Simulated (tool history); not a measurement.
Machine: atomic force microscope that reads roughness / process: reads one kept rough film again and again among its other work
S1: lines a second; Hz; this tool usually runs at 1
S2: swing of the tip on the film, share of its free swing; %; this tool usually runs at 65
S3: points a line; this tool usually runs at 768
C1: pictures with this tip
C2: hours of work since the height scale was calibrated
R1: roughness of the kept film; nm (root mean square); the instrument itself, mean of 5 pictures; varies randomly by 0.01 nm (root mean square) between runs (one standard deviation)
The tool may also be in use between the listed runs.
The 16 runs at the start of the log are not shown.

| run | day | S1 | S2 | S3 | C1 | C2 | R1 |
|---|---|---|---|---|---|---|---|
|  | 7.754 | new tip fitted |
| 17 | 7.917 | 1 | 65 | 399 | 6 | 243 | 2.262 |
| 18 | 8.442 | 1 | 65 | 399 | 28 | 251 | 2.243 |
| 19 | 8.779 | 1 | 65 | 399 | 42 | 256 | 2.227 |
| 20 | 9.104 | 1 | 65 | 399 | 55 | 261 | 2.214 |
| 21 | 9.704 | 1 | 65 | 437 | 79 | 270 | 2.182 |
| 22 | 10.221 | 1.19 | 65 | 369 | 101 | 278 | 2.162 |
| 23 | 10.6 | 0.82 | 86 | 369 | 116 | 283 | 2.098 |
| 24 | 10.983 | 0.82 | 87 | 967 | 132 | 289 | 2.105 |
| 25 | 11.358 | 0.82 | 87 | 967 | 147 | 295 | 2.075 |

Expected results for the next run?
| 26 | 11.9 | 0.82 | 87 | 967 | 169 | 303 | ? |

{"run 26": {"R1": 2.058}}
If the tool had no hidden condition, the same run with the same run-to-run variation would have returned R1 2.244 nm (root mean square).
